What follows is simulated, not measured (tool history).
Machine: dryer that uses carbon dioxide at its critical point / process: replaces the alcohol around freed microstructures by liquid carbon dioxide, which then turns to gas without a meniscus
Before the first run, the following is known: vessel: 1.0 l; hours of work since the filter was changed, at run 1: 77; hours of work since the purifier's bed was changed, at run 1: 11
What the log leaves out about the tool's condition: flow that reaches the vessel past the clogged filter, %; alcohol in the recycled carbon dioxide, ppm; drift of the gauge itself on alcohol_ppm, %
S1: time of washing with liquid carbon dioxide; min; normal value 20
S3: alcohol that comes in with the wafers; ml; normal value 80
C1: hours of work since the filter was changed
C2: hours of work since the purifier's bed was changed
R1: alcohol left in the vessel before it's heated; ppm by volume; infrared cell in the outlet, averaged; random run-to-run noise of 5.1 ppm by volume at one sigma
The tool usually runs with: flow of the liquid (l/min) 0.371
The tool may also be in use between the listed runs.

run 1 hour=0 | S1=20 flow_of_the_liquid_(l/min)=0.371 S3=80 | C1=77 C2=11 | R1=109
run 2 hour=11.8 | S1=20 flow_of_the_liquid_(l/min)=0.371 S3=80 | C1=84 C2=19 | R1=119
run 3 hour=24.1 | S1=20 flow_of_the_liquid_(l/min)=0.371 S3=80 | C1=92 C2=26 | R1=120
run 4 hour=32.5 | S1=20 flow_of_the_liquid_(l/min)=0.371 S3=80 | C1=97 C2=32 | R1=134
run 5 hour=49 | S1=20 flow_of_the_liquid_(l/min)=0.371 S3=80 | C1=108 C2=42 | R1=139
run 6 hour=57.6 | S1=20 flow_of_the_liquid_(l/min)=0.371 S3=80 | C1=113 C2=48 | R1=145
run 7 hour=71.4 | S1=20 flow_of_the_liquid_(l/min)=0.371 S3=80 | C1=122 C2=56 | R1=157
run 8 hour=79.6 | S1=20 flow_of_the_liquid_(l/min)=0.371 S3=80 | C1=127 C2=62 | R1=157
run 9 hour=96.8 | S1=20 flow_of_the_liquid_(l/min)=0.371 S3=80 | C1=138 C2=72 | R1=157
run 10 hour=110.6 | S1=20 flow_of_the_liquid_(l/min)=0.515 S3=80 | C1=147 C2=81 | R1=20
run 11 hour=129.6 | S1=20 flow_of_the_liquid_(l/min)=0.515 S3=80 | C1=159 C2=93 | R1=38
run 12 hour=138.5 | S1=28 flow_of_the_liquid_(l/min)=0.371 S3=80 | C1=164 C2=99 | R1=26
run 13 hour=148.5 | S1=20 flow_of_the_liquid_(l/min)=0.371 S3=80 | C1=171 C2=105 | R1=206
run 14 hour=159.3 | S1=20 flow_of_the_liquid_(l/min)=0.371 S3=80 | C1=177 C2=112 | R1=223
run 15 hour=167.5 | S1=20 flow_of_the_liquid_(l/min)=0.371 S3=80 | C1=183 C2=117 | R1=208
run 16 hour=179.3 | S1=20 flow_of_the_liquid_(l/min)=0.371 S3=80 | C1=190 C2=124 | R1=227
run 17 hour=188.1 | S1=24 flow_of_the_liquid_(l/min)=0.304 S3=80 | C1=196 C2=130 | R1=262
-- hour=197.4 inlet filter changed
run 18 hour=198.5 | S1=24 flow_of_the_liquid_(l/min)=0.304 S3=31 | C1=1 C2=136 | R1=40
run 19 hour=212 | S1=18 flow_of_the_liquid_(l/min)=0.233 S3=31 | C1=9 C2=144 | R1=583
run 20 hour=223.7 | S1=18 flow_of_the_liquid_(l/min)=0.233 S3=31 | C1=17 C2=152 | R1=580
run 21 hour=234.3 | S1=20 flow_of_the_liquid_(l/min)=0.496 S3=99 | C1=23 C2=159 | R1=32
run 22 hour=244.4 | S1=20 flow_of_the_liquid_(l/min)=0.496 S3=99 | C1=30 C2=165 | R1=28
run 23 hour=263 | S1=18 flow_of_the_liquid_(l/min)=0.253 S3=109 | C1=41 C2=177 | R1=1595
run 24 hour=270.8 | S1=15 flow_of_the_liquid_(l/min)=0.274 S3=44 | C1=46 C2=182 | R1=1009
run 25 hour=285 | S1=16 flow_of_the_liquid_(l/min)=0.371 S3=80 | C1=55 C2=191 | R1=385
run 26 hour=304.1 | S1=16 flow_of_the_liquid_(l/min)=0.371 S3=80 | C1=67 C2=203 | R1=413
run 27 hour=322.6 | S1=16 flow_of_the_liquid_(l/min)=0.371 S3=119 | C1=79 C2=214 | R1=633
run 28 hour=337.5 | S1=16 flow_of_the_liquid_(l/min)=0.242 S3=119 | C1=88 C2=224 | R1=3866
run 29 hour=347.7 | S1=26 flow_of_the_liquid_(l/min)=0.414 S3=80 | C1=95 C2=230 | R1=30

Below are 4 alternative next runs, each starting from the tool's condition after run 29. Predict each:
run A hour=358.5 | S1=26 flow_of_the_liquid_(l/min)=0.232 S3=80 | C1=102 C2=237 | R1=?
run B hour=358.5 | S1=13 flow_of_the_liquid_(l/min)=0.326 S3=95 | C1=102 C2=237 | R1=?
run C hour=358.5 | S1=16 flow_of_the_liquid_(l/min)=0.326 S3=25 | C1=102 C2=237 | R1=?
run D hour=358.5 | S1=21 flow_of_the_liquid_(l/min)=0.317 S3=80 | C1=102 C2=237 | R1=?

run=A R1=414
run=B R1=2397
run=C R1=289
run=D R1=267
Take away the tool's hidden state, keep each run's random variation, and the runs would have read:
run=A R1=231
run=B R1=1644
run=C R1=172
run=D R1=141
